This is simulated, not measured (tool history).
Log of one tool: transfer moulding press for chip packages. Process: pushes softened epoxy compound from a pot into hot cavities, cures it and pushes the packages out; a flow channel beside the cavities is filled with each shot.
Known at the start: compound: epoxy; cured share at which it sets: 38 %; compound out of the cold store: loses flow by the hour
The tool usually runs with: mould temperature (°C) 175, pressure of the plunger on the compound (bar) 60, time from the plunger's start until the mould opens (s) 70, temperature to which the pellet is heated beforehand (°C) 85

run,hour,mould temperature (°C),pressure of the plunger on the compound (bar),time from the plunger's start until the mould opens (s),temperature to which the pellet is heated beforehand (°C),incoming compound's hours out of the cold store,length that the compound runs in the flow channel (mm),greatest force on the pins that push the packages out (N)
1,0,175,60,70,85,30.7,582,734
2,12,175,60,70,85,41.6,559,796
3,26.6,175,60,70,85,20.8,591,842
# hour 45.6: cavities cleaned with cleaning compound and waxed
4,50.2,175,60,70,85,11.8,611,618
# hour 64.2: plunger's sealing rings changed
5,79.8,175,48.4,70,85,15,568,820
6,92.5,175,48.4,70,85,21.2,554,840
7,119.9,175,60,70,85,27.7,602,906
# hour 123.7: cavities cleaned with cleaning compound and waxed
8,133.7,175,60,70,85,28.4,595,638
9,147.8,175,74.6,70,85,44.7,630,731
10,164.8,175,63.8,70,85,35.1,602,862
11,189.2,180,59.3,64,79,44.7,550,825
# hour 199: cavities cleaned with cleaning compound and waxed
12,217.8,175,70.7,70,85,15.9,656,737
13,242.9,175,60,70,78,28.5,578,844
14,258.6,172,48.9,75,80,38.5,509,933
# hour 274.3: cavities cleaned with cleaning compound and waxed
15,274.7,174,49.5,64,80,37.7,509,711
16,296.3,175,60,70,79,32.5,565,741
17,317.4,175,60,70,79,24.7,580,864
# hour 322.2: plunger's sealing rings changed
18,331.7,173,60,70,90,31.6,607,992
19,346.9,177,60.8,70,93,40.7,579,823
# hour 352.2: cavities cleaned with cleaning compound and waxed
20,368.4,169,60.8,70,93,24.9,629,998

What if the next run were any one of these 4? Each begins from the tool's condition after run 20:
A,394.8,175,49.9,82,85,42.5,?,?
B,394.8,169,45.4,70,93,23.6,?,?
C,394.8,182,72,70,80,8.6,?,?
D,394.8,173,59,70,93,15.3,?,?

run,length that the compound runs in the flow channel (mm),greatest force on the pins that push the packages out (N)
A,524,689
B,539,1229
C,683,674
D,627,979
Had the tool no hidden state, the same runs would have come out as:
run,length that the compound runs in the flow channel (mm),greatest force on the pins that push the packages out (N)
A,531,431
B,546,729
C,693,425
D,635,587
